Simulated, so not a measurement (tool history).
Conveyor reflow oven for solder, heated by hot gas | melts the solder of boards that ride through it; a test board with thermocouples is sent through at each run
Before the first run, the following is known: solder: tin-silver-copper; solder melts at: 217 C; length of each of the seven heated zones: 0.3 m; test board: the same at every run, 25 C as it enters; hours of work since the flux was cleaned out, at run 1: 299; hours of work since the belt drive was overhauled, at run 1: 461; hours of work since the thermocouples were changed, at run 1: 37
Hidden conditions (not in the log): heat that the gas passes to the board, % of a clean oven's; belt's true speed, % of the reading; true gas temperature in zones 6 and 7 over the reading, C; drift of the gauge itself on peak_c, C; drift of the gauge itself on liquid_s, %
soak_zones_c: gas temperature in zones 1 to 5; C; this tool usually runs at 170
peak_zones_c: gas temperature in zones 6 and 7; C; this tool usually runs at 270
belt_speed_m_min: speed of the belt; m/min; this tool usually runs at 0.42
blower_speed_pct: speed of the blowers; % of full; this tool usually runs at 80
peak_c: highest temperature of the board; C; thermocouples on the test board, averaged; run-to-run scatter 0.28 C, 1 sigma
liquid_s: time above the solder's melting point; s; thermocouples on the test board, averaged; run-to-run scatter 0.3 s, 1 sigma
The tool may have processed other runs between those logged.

run	day	soak_zones_c	peak_zones_c	belt_speed_m_min	blower_speed_pct	hours of work since the flux was cleaned out	hours of work since the belt drive was overhauled	hours of work since the thermocouples were changed	peak_c	liquid_s
1	0	170	270	0.42	80	299	461	37	257	67.6
2	0.508	170	270	0.42	80	307	469	45	256.8	67.2
3	1.112	170	270	0.42	80	316	478	54	257.2	67.1
4	1.612	170	270	0.42	82	324	486	62	256.8	68.1
5	2.038	170	270	0.42	82	331	493	69	256.7	67.9
6	2.696	170	270	0.42	82	341	503	79	257.2	66.9
7	3.521	170	269	0.42	80	354	516	92	255.9	66.2
8	3.95	170	269	0.42	80	361	523	99	255.5	66.8
9	4.396	170	270	0.42	75	367	529	106	255.4	66
10	5.104	170	274	0.42	75	379	541	117	259.4	68.6
11	5.671	170	272	0.42	80	387	549	126	258.5	68.5
12	6.571	170	272	0.42	80	401	563	140	258.4	68.3
13	7.35	170	272	0.42	80	414	576	152	258.2	68.1
14	7.929	170	270	0.42	87	423	585	161	257.7	68.5
15	8.875	170	269	0.42	87	437	599	176	256.8	67.5
16	9.542	170	269	0.42	87	448	610	186	256.5	67.2
17	9.992	179	269	0.42	72	455	617	193	255.8	69.8
# day 10.238: belt drive overhauled, speed set with a stopwatch
18	10.879	179	269	0.42	72	466	10	204	255.4	69.6
# day 11.383: flux residue cleaned out of gas plates and filters
19	11.688	179	269	0.42	72	5	19	214	257.8	72.6
# day 12.621: belt drive overhauled, speed set with a stopwatch, once more
20	12.692	175	270	0.42	58	18	1	227	254	65.8
21	13.7	170	278	0.42	80	34	17	242	266.4	72.4
22	14.342	170	281	0.382	73	44	27	252	270	83.3
23	14.858	170	270	0.401	80	52	35	260	260.1	72.8
24	15.512	170	270	0.38	82	62	45	271	261.8	78.5
25	16.171	170	276	0.347	80	72	55	281	268.7	90.7
26	17.008	170	264	0.347	52	85	68	294	252.2	76.5
27	17.817	170	270	0.401	64	98	81	307	256.3	69.1
28	18.771	170	270	0.401	64	113	96	322	256	69.5
29	19.333	170	270	0.401	64	121	105	330	256.1	69.2
30	20.175	170	270	0.401	64	135	118	343	256.5	69.1
31	20.967	170	279	0.484	80	147	130	356	262.5	59.5

Below are 4 alternative next runs, each starting from the tool's condition after run 31. Predict each:
A	21.854	170	266	0.373	90	161	144	370	?	?
B	21.854	170	270	0.472	74	161	144	370	?	?
C	21.854	170	276	0.499	80	161	144	370	?	?
D	21.854	170	279	0.484	56	161	144	370	?	?

run	peak_c	liquid_s
A	259.2	79.6
B	253.4	56.8
C	257.8	55.7
D	254.6	54.2
Take away the tool's hidden state, keep each run's random variation, and the runs would have read:
run	peak_c	liquid_s
A	259.1	79.8
B	253.8	57.3
C	258.4	56.1
D	255	54.5
